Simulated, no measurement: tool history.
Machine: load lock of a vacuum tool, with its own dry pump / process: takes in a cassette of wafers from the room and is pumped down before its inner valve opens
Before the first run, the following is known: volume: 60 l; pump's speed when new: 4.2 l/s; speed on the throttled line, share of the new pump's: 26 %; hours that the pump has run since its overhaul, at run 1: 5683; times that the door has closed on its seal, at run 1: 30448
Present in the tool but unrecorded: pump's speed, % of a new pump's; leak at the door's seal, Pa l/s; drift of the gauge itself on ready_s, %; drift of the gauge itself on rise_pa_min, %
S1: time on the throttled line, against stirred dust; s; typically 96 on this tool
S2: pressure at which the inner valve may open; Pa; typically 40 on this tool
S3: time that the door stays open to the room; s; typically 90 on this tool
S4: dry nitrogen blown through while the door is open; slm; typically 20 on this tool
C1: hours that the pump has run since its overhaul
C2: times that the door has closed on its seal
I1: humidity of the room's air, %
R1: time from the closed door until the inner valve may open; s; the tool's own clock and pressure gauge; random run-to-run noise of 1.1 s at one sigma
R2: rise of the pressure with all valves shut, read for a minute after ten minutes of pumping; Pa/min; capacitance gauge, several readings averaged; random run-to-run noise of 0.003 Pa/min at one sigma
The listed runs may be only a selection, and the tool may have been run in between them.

run    hour   S1  S2   S3  S4     C1     C2    I1     R1     R2
  1     0.0   96  40   90  20   5683  30448  45.7  191.9  0.082
  2   226.5   96  40   90   9   5909  31430  45.4  192.1  0.094
  3   503.1   96  40   90  12   6186  32629  46.4  192.2  0.094
  4   771.9   96  61   90  12   6455  33793  45.8  184.5  0.098
  5   925.7   96  40   90  20   6608  34460  45.6  191.7  0.096
  6  1076.1   52  40   90  20   6759  35111  47.8  162.1  0.093
  7  1392.8   52  40   90  20   7075  36484  46.4  164.0  0.108
  8  1610.9   52  40  137  20   7294  37429  42.2  162.4  0.105
  9  1765.9   96  40   90   5   7449  38100  46.6  191.1  0.119
 10  2058.4   96  40   90   5   7741  39368  46.3  193.0  0.121
 11  2310.9   96  40   90   5   7994  40462  44.8  190.9  0.127
 12  2623.6   96  40   90   5   8306  41817  46.0  195.0  0.136
 13  2833.9   96  40   90   5   8517  42728  40.4  195.4  0.130
 14  3145.2   96  40   90   5   8828  44077  50.0  195.3  0.146
 15  3394.4   96  40   90   5   9077  45156  44.3  194.9  0.148
 16  3705.8   96  40   90   5   9389  46506  45.7  197.6  0.154
 17  3849.1   96  40   90   5   9532  47127  47.4  195.0  0.163
 18  4105.2   96  40   90   5   9788  48237  45.4  198.5  0.158
 19  4240.4   96  40   37  20   9923  48822  44.2  199.1  0.144
 20  4446.1  146  40   37  20  10129  49714  45.2  231.4  0.154
 21  4643.6  146  40   37  20  10326  50570  45.1  233.7  0.161
 22  4933.7  146  40   37  20  10616  51826  44.9  235.1  0.161
 23  5244.2  146  40   37  20  10927  53172  45.3  235.0  0.168
 24  5570.5  122  41  143  38  11253  54586  43.1  218.2  0.180
 25  5874.0   96  75  141  20  11557  55901  45.9  187.2  0.200
 26  6031.0   96  75  141  20  11714  56581  43.8  189.7  0.198
 27  6330.4   96  40   48   5  12013  57879  46.4  200.5  0.203
 28  6478.4   96  40   48   5  12161  58520  44.4  202.8  0.204
 29  6715.9   62  70   67  20  12399  59549  44.3  168.1  0.206
 30  7024.4   62  70   67  20  12707  60886  44.3  169.0  0.212
 31  7317.4   80  60   90   6  13000  62155  39.7  185.6  0.231
 32  7477.3  107  40   43   9  13160  62848  42.9  210.0  0.225
 33  7649.4  136  63   90  13  13332  63594  44.5  222.3  0.235
     7846.7  -- door's seal changed, seat wiped
 34  7911.9  136  63   90  13  13593    283  46.8  223.4  0.024
 35  8170.6  136  33   28  13  13852   1404  43.4  234.7  0.015
 36  8463.6  136  33   28  13  14145   2673  47.4  236.7  0.021
 37  8640.2  146  40  172  14  14321   3438  47.6  236.6  0.038
 38  8804.0   91  40   90   8  14485   4149  46.0  204.6  0.033

3 options for the next run, each taken on its own from the tool as it stands now. Forecast them:
  A  8981.8   96  46   39   6  14663  4919  48.0   ?   ?
  B  8981.8   91  40   90  13  14663  4919  44.3   ?   ?
  C  8981.8  180  33  235   8  14663  4919  48.0   ?   ?

run     R1     R2
  A  202.3  0.028
  B  201.4  0.031
  C  267.2  0.048
What these runs would have given with no unlogged condition in the tool:
run     R1     R2
  A  180.1  0.021
  B  178.2  0.025
  C  248.9  0.041

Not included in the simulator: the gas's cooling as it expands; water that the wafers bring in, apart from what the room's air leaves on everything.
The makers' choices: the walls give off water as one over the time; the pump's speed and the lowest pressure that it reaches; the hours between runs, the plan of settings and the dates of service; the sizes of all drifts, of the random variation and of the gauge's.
